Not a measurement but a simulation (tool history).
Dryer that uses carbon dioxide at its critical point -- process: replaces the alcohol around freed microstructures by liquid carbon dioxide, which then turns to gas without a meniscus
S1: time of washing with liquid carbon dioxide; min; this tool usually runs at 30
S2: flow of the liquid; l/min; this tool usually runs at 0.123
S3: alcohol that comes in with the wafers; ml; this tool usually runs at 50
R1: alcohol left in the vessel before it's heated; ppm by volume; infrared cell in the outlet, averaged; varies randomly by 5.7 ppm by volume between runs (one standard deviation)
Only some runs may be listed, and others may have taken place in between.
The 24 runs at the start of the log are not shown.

Run 25, hour 852.6: usual settings but S1 32 min, S2 0.168 l/min. Result: R1 73 ppm by volume.
Run 26, hour 890.7: usual settings but S1 32 min, S2 0.168 l/min. Result: R1 74 ppm by volume.
Run 27, hour 929.2: usual settings but S1 32 min, S2 0.168 l/min. Result: R1 90 ppm by volume.
Run 28, hour 968.3: usual settings but S1 32 min, S2 0.168 l/min. Result: R1 84 ppm by volume.
At hour 982.2: inlet filter changed.
Run 29, hour 1017.5: usual settings but S1 41 min, S3 112 ml. Result: R1 94 ppm by volume.
Run 30, hour 1061.4: usual settings but S1 41 min, S3 112 ml. Result: R1 95 ppm by volume.
Run 31, hour 1084.7: usual settings but S1 41 min, S3 112 ml. Result: R1 104 ppm by volume.
Run 32, hour 1118.3: usual settings but S2 0.183 l/min, S3 58 ml. Result: R1 64 ppm by volume.
Run 33, hour 1153.6: usual settings but S2 0.183 l/min, S3 58 ml. Result: R1 76 ppm by volume.
Run 34, hour 1183.4: usual settings but S1 20 min, S3 66 ml. Result: R1 2496 ppm by volume.

Consider 3 possible next runs. They are alternatives, not a sequence: every one starts from the tool as it was left by run 34. What does each give?
Run A, hour 1208.3: usual settings but S2 0.209 l/min. Result: R1 ?.
Run B, hour 1208.3: usual settings but S1 18 min, S3 66 ml. Result: R1 ?.
Run C, hour 1208.3: usual settings but S2 0.111 l/min. Result: R1 ?.

run    R1
  A    64
  B  3769
  C   531
Stripped of hidden state, with their random variation kept, the same runs would have yielded:
run    R1
  A     9
  B  2866
  C   325

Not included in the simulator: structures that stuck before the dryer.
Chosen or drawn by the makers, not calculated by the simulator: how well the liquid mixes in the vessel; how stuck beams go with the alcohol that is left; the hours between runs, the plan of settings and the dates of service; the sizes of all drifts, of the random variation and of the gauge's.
